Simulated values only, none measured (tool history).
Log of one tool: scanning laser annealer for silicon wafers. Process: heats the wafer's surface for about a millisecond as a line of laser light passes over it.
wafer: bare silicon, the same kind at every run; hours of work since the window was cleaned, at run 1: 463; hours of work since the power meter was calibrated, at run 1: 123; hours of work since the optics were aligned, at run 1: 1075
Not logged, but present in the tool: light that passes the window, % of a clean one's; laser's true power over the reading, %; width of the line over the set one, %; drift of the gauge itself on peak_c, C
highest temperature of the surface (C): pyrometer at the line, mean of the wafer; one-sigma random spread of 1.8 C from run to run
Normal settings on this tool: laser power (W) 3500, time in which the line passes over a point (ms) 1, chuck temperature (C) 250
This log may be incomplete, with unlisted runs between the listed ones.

run,hour,laser power (W),time in which the line passes over a point (ms),chuck temperature (C),hours of work since the window was cleaned,hours of work since the power meter was calibrated,hours of work since the optics were aligned,highest temperature of the surface (C)
1,0,3500,1,250,463,123,1075,939
2,9,3809,1,250,469,130,1082,997
3,16.7,3500,1,212,475,135,1087,897
4,23.5,3500,1,250,480,140,1092,933
5,31.8,3500,1,250,486,146,1098,934
6,41.4,3500,1,250,493,153,1105,935
7,49.9,3500,1,254,499,159,1111,939
8,59.3,3500,1,254,505,166,1118,938
9,63.9,3500,1,254,509,169,1121,939
10,69.9,3554,1,250,513,173,1126,944
11,76.3,3618,1,250,518,178,1130,956
12,80.4,3500,1,250,521,181,1133,931
13,90.2,3500,1.19,250,528,188,1140,984
14,97,3500,1.19,250,533,193,1145,985
15,103.2,3500,1,250,537,197,1150,934
16,112,3500,1,233,543,204,1156,918
# hour 117.9: optics aligned, line set to its width
17,122.8,3500,1,233,547,208,4,908
18,129.3,3500,1.25,233,552,212,8,978
19,135.8,3500,1.25,233,557,217,13,976
# hour 147.2: optics aligned, line set to its width, once more
20,147.7,3500,1.25,233,562,222,0,994
21,155.6,3077,0.87,257,567,228,6,833
22,165.6,3077,0.87,257,575,235,13,832
23,173.8,3500,0.97,220,581,241,19,901
24,181.6,3417,0.95,250,586,246,25,912
25,191.3,3064,1.08,230,593,253,32,855
26,198.6,3064,1.08,281,598,259,37,906
27,203.8,3827,0.78,232,602,262,41,914
28,209.6,3531,0.83,268,606,266,45,911
29,218.7,3626,0.76,232,613,273,51,866
30,229.1,3500,1.07,250,620,280,59,962
31,234.7,3189,1.07,250,624,285,63,898
32,243.5,3189,1.07,250,631,291,69,893
33,247.7,3432,1.23,230,634,294,72,970
34,255.8,3389,1,215,639,300,78,882
35,261.7,3389,1,215,644,304,82,881
36,270.2,3297,0.82,267,650,310,88,864

Forecast each of these 5 alternatives for the next run:
A,278.4,3349,1.05,288,656,316,94,?
B,278.4,3310,1.23,268,656,316,94,?
C,278.4,3814,1.13,287,656,316,94,?
D,278.4,3071,0.89,261,656,316,94,?
E,278.4,3581,0.82,268,656,316,94,?

run,highest temperature of the surface (C)
A,960
B,976
C,1076
D,835
E,914
With the hidden condition removed and each run's random variation left untouched, the same runs would have given:
run,highest temperature of the surface (C)
A,998
B,1016
C,1121
D,868
E,951
